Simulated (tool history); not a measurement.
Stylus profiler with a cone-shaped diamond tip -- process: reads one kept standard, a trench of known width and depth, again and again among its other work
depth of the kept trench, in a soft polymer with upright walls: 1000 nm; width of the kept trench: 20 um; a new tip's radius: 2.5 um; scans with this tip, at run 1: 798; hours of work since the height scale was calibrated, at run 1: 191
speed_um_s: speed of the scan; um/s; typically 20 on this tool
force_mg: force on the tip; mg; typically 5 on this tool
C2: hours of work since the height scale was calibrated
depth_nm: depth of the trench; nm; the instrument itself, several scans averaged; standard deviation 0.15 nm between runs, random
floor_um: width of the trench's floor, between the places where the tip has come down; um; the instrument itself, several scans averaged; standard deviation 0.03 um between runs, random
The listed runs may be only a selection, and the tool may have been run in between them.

Run 1, day 0: usual settings; scans with this tip 798; C2 191. Result: depth_nm 1019.87 nm, floor_um 15.76 um.
Run 2, day 1.012: usual settings; scans with this tip 841; C2 201. Result: depth_nm 1019.84 nm, floor_um 15.81 um.
Run 3, day 2.242: usual settings; scans with this tip 894; C2 214. Result: depth_nm 1019.87 nm, floor_um 15.72 um.
Run 4, day 2.788: usual settings; scans with this tip 917; C2 219. Result: depth_nm 1019.88 nm, floor_um 15.76 um.
Run 5, day 3.346: usual settings but speed_um_s 60 um/s; scans with this tip 941; C2 225. Result: depth_nm 1019.99 nm, floor_um 15.54 um.
Run 6, day 4.017: usual settings but force_mg 2.37 mg; scans with this tip 969; C2 232. Result: depth_nm 1012.17 nm, floor_um 15.7 um.
Run 7, day 5.233: usual settings but force_mg 5.57 mg; scans with this tip 1021; C2 244. Result: depth_nm 1021.54 nm, floor_um 15.75 um.
Run 8, day 6.346: usual settings but speed_um_s 17 um/s, force_mg 5.07 mg; scans with this tip 1068; C2 255. Result: depth_nm 1020.04 nm, floor_um 15.73 um.
Run 9, day 7.179: usual settings but speed_um_s 17 um/s, force_mg 6.7 mg; scans with this tip 1104; C2 264. Result: depth_nm 1024.29 nm, floor_um 15.77 um.
Run 10, day 8.1: usual settings but speed_um_s 5 um/s, force_mg 5.16 mg; scans with this tip 1143; C2 273. Result: depth_nm 1020.21 nm, floor_um 15.79 um.
Run 11, day 9.067: usual settings but speed_um_s 5 um/s, force_mg 5.16 mg; scans with this tip 1184; C2 283. Result: depth_nm 1019.97 nm, floor_um 15.82 um.

For each run, the measured value with the value that run would have given without the tool's hidden condition subtracted. The run-to-run variation is shared by both, the gauge scatter possibly not:
The tool's hidden condition here consists of: radius of the tip, um; height scale over the true one, %; drift of the gauge itself on depth_nm, %; drift of the gauge itself on floor_um, %.
run  depth_nm  floor_um
  1      -0.3     -0.14
  2     -0.32     -0.15
  3     -0.34     -0.16
  4     -0.36     -0.16
  5     -0.37     -0.17
  6     -0.38     -0.17
  7     -0.41     -0.17
  8     -0.44     -0.19
  9     -0.46      -0.2
 10     -0.48      -0.2
 11      -0.5      -0.2
